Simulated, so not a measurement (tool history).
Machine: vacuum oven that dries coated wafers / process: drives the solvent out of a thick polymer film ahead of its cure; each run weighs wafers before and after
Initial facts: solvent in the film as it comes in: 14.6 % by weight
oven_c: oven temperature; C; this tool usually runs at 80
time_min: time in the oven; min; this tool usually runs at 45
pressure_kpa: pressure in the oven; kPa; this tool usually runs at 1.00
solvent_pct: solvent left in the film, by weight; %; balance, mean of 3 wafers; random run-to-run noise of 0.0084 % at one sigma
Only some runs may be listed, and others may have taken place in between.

Run 1, day 0.000: usual settings. Result: solvent_pct 1.946 %.
Run 2, day 0.404: usual settings. Result: solvent_pct 1.931 %.
Run 3, day 0.775: usual settings. Result: solvent_pct 1.928 %.
Run 4, day 1.071: usual settings but oven_c 76 C. Result: solvent_pct 3.075 %.
Run 5, day 1.533: usual settings but oven_c 81 C. Result: solvent_pct 1.700 %.
Run 6, day 1.829: usual settings but oven_c 81 C. Result: solvent_pct 1.721 %.
Run 7, day 2.517: usual settings but pressure_kpa 2.36 kPa. Result: solvent_pct 2.671 %.
Run 8, day 2.862: usual settings but pressure_kpa 2.36 kPa. Result: solvent_pct 2.657 %.
Run 9, day 3.292: usual settings. Result: solvent_pct 1.925 %.
Run 10, day 3.904: usual settings. Result: solvent_pct 1.933 %.
Run 11, day 4.438: usual settings but time_min 65 min. Result: solvent_pct 1.113 %.
Run 12, day 5.017: usual settings but time_min 65 min. Result: solvent_pct 1.120 %.
Run 13, day 5.446: usual settings but oven_c 88 C, time_min 65 min. Result: solvent_pct 0.472 %.
Run 14, day 5.875: usual settings but oven_c 88 C, time_min 65 min. Result: solvent_pct 0.469 %.
Run 15, day 6.500: usual settings but oven_c 88 C, time_min 65 min. Result: solvent_pct 0.469 %.
Run 16, day 6.846: usual settings but oven_c 88 C, time_min 65 min. Result: solvent_pct 0.480 %.
Run 17, day 7.542: usual settings but oven_c 88 C, time_min 65 min. Result: solvent_pct 0.478 %.
Run 18, day 7.929: usual settings but oven_c 92 C, time_min 62 min. Result: solvent_pct 0.379 %.
Run 19, day 8.504: usual settings but time_min 35 min, pressure_kpa 2.75 kPa. Result: solvent_pct 3.616 %.
Run 20, day 8.867: usual settings but oven_c 90 C, time_min 29 min, pressure_kpa 2.80 kPa. Result: solvent_pct 1.710 %.
Run 21, day 9.567: usual settings but oven_c 94 C, time_min 34 min, pressure_kpa 2.80 kPa. Result: solvent_pct 1.087 %.
Run 22, day 10.079: usual settings but oven_c 73 C, time_min 54 min, pressure_kpa 0.77 kPa. Result: solvent_pct 3.189 %.
Run 23, day 10.421: usual settings but oven_c 71 C, pressure_kpa 2.06 kPa. Result: solvent_pct 5.426 %.
Run 24, day 10.821: usual settings but oven_c 85 C, time_min 44 min, pressure_kpa 1.75 kPa. Result: solvent_pct 1.378 %.
Run 25, day 11.342: usual settings but time_min 36 min, pressure_kpa 0.52 kPa. Result: solvent_pct 2.400 %.
Run 26, day 11.758: usual settings but time_min 36 min, pressure_kpa 0.52 kPa. Result: solvent_pct 2.409 %.
Run 27, day 12.212: usual settings but oven_c 75 C, time_min 27 min, pressure_kpa 0.52 kPa. Result: solvent_pct 5.235 %.
Run 28, day 12.829: usual settings but oven_c 88 C, time_min 79 min. Result: solvent_pct 0.445 %.
Run 29, day 13.508: usual settings but oven_c 88 C, time_min 55 min. Result: solvent_pct 0.524 %.
Run 30, day 13.921: usual settings but time_min 23 min. Result: solvent_pct 4.409 %.
Run 31, day 14.617: usual settings but time_min 23 min. Result: solvent_pct 4.398 %.

Alternative continuations, all from the tool just after run 31; predict every row:
Run A, day 15.283: usual settings but time_min 33 min. Result: solvent_pct ?.
Run B, day 15.283: usual settings but oven_c 89 C, time_min 35 min, pressure_kpa 1.78 kPa. Result: solvent_pct ?.
Run C, day 15.283: usual settings but oven_c 72 C, time_min 74 min, pressure_kpa 0.82 kPa. Result: solvent_pct ?.

run  solvent_pct
  A        2.961
  B        1.164
  C        2.416
The same runs, with their run-to-run variation unchanged, on a tool lacking any hidden condition would have given:
run  solvent_pct
  A        2.967
  B        1.166
  C        2.422

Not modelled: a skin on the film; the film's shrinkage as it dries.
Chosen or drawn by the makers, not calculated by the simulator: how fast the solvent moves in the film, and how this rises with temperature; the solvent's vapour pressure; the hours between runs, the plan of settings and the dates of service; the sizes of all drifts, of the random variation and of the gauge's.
